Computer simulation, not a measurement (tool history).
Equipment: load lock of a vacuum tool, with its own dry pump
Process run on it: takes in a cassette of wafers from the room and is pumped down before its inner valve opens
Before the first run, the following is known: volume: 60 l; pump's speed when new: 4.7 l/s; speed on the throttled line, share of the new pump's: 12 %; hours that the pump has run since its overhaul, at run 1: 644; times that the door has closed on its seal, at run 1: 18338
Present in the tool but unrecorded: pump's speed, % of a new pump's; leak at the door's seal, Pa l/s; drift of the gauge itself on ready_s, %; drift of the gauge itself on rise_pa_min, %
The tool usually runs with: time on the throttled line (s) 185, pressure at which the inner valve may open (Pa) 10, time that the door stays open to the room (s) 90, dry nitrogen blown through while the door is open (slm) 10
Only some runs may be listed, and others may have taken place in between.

run    hour  time on the throttled line (s)  pressure at which the inner valve may open (Pa)  time that the door stays open to the room (s)  dry nitrogen blown through while the door is open (slm)  hours that the pump has run since its overhaul  times that the door has closed on its seal  incoming humidity of the room's air, %  time from the closed door until the inner valve may open (s)  rise of the pressure with all valves shut (Pa/min)
  1       0                             185                                               10                                             90                                                       10                                             644                                       18338                                    46.3                                                         284.4                                               0.094
  2    89.3                             185                                               10                                             90                                                       10                                             734                                       18761                                    43.7                                                         285.5                                               0.086
  3   166.6                             185                                               10                                             90                                                       10                                             811                                       19127                                    46.6                                                         284.8                                               0.089
  4   222.5                             185                                               10                                             90                                                       10                                             867                                       19391                                    42.8                                                         280.8                                               0.081
  5   269.2                             185                                               10                                             90                                                       10                                             914                                       19612                                    46.1                                                           286                                               0.085
  6   318.7                             185                                               10                                             90                                                       10                                             963                                       19847                                    49.8                                                         281.9                                               0.097
  7   373.9                             185                                               10                                             90                                                       10                                            1018                                       20108                                    46.8                                                         282.3                                               0.091
  8   449.9                             185                                               10                                             90                                                       10                                            1094                                       20468                                    43.8                                                           284                                               0.083
  9   504.8                             185                                               10                                             90                                                       10                                            1149                                       20728                                    45.8                                                         283.2                                                0.09
 10   566.2                             170                                               17                                             38                                                       34                                            1211                                       21018                                    47.4                                                         261.3                                               0.048
 11   658.5                             213                                                8                                             87                                                        7                                            1303                                       21455                                    46.7                                                         314.8                                               0.104
 12   703.4                             213                                                8                                             87                                                        7                                            1348                                       21668                                    43.7                                                         313.8                                                 0.1
 13   745.8                             185                                                9                                            124                                                        6                                            1390                                       21868                                    49.2                                                         288.9                                               0.124
 14     845                             185                                                9                                            124                                                        6                                            1489                                       22338                                    40.1                                                           289                                                0.11
 15   891.8                             330                                               14                                             25                                                       14                                            1536                                       22560                                    42.7                                                         406.7                                               0.054
 16   996.3                             330                                               14                                             25                                                       14                                            1641                                       23054                                    44.6                                                         413.9                                               0.056
 17  1099.3                             330                                               14                                             93                                                        4                                            1744                                       23542                                    46.1                                                         406.2                                               0.111
 18  1144.3                             330                                               14                                             33                                                       41                                            1789                                       23755                                      43                                                         409.2                                               0.043

Branching from run 18: 3 alternative next runs. What would each branch give?
  A  1247.1                             330                                               14                                            101                                                       18                                            1892                                       24242                                    45.1                                                             ?                                                   ?
  B  1247.1                             330                                                8                                            157                                                       41                                            1892                                       24242                                    40.2                                                             ?                                                   ?
  C  1247.1                             307                                               11                                             50                                                       41                                            1892                                       24242                                    46.7                                                             ?                                                   ?

run  time from the closed door until the inner valve may open (s)  rise of the pressure with all valves shut (Pa/min)
  A                                                         411.9                                               0.087
  B                                                         416.3                                               0.073
  C                                                         393.6                                               0.053
Without the tool's hidden state the same runs would have given:
run  time from the closed door until the inner valve may open (s)  rise of the pressure with all valves shut (Pa/min)
  A                                                         407.2                                               0.054
  B                                                         411.1                                                0.04
  C                                                         388.8                                               0.021
